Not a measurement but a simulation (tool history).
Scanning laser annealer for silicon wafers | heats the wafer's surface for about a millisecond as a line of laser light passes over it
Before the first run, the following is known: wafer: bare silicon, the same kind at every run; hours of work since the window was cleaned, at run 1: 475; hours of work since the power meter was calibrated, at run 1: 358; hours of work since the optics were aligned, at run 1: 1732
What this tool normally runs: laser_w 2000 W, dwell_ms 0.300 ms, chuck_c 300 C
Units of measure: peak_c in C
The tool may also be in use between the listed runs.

run   hour  laser_w  dwell_ms  chuck_c  hours of work since the window was cleaned  hours of work since the power meter was calibrated  hours of work since the optics were aligned  peak_c
  1    0.0     2000     0.300      300                                         475                                                 358                                         1732    1087
  2   10.2     2000     0.300      286                                         481                                                 363                                         1737    1073
  3   17.9     2000     0.300      271                                         485                                                 368                                         1741    1058
  4   28.2     1784     0.300      300                                         491                                                 373                                         1747     980
  5   41.5     2000     0.270      300                                         498                                                 380                                         1754    1045
  6   56.4     2000     0.270      300                                         506                                                 388                                         1762    1046
  7   74.5     2000     0.300      300                                         516                                                 398                                         1772    1085
  8   85.6     2000     0.300      316                                         522                                                 404                                         1778    1100
  9   97.4     2000     0.300      327                                         528                                                 410                                         1784    1109
 10  109.7     2000     0.300      327                                         535                                                 417                                         1791    1112
 11  118.3     2137     0.300      300                                         539                                                 422                                         1796    1158
 12  132.7     2137     0.300      300                                         547                                                 429                                         1803    1155
 13  144.2     2137     0.300      300                                         553                                                 436                                         1810    1150
 14  152.3     1893     0.300      300                                         557                                                 440                                         1814    1028
 15  161.5     1893     0.300      300                                         562                                                 445                                         1819    1027
 16  173.7     1893     0.300      300                                         569                                                 452                                         1825    1031
 17  185.4     1893     0.300      300                                         575                                                 458                                         1832    1026
 18  200.2     2000     0.300      300                                         583                                                 466                                         1840    1083
 19  215.3     2000     0.224      300                                         591                                                 474                                         1848     979
 20  226.2     2000     0.224      300                                         597                                                 480                                         1854     981
 21  234.7     2119     0.254      300                                         602                                                 484                                         1858    1081
 22  243.2     2094     0.300      300                                         606                                                 489                                         1863    1130
 23  253.8     2094     0.302      300                                         612                                                 495                                         1869    1133
     262.8  -- optics aligned, line set to its width
 24  272.2     2000     0.262      300                                         619                                                 502                                            5    1037
 25  283.0     1876     0.300      300                                         625                                                 508                                           11    1025
 26  297.5     1876     0.300      325                                         633                                                 516                                           19    1048
 27  312.4     1863     0.319      318                                         641                                                 524                                           27    1055

What will run 28 give?
 28  326.2     2008     0.254      305                                         649                                                 531                                           34       ?

peak_c: 1038 C
Had the tool carried no hidden state, the very same run would have given peak_c 1063 C.
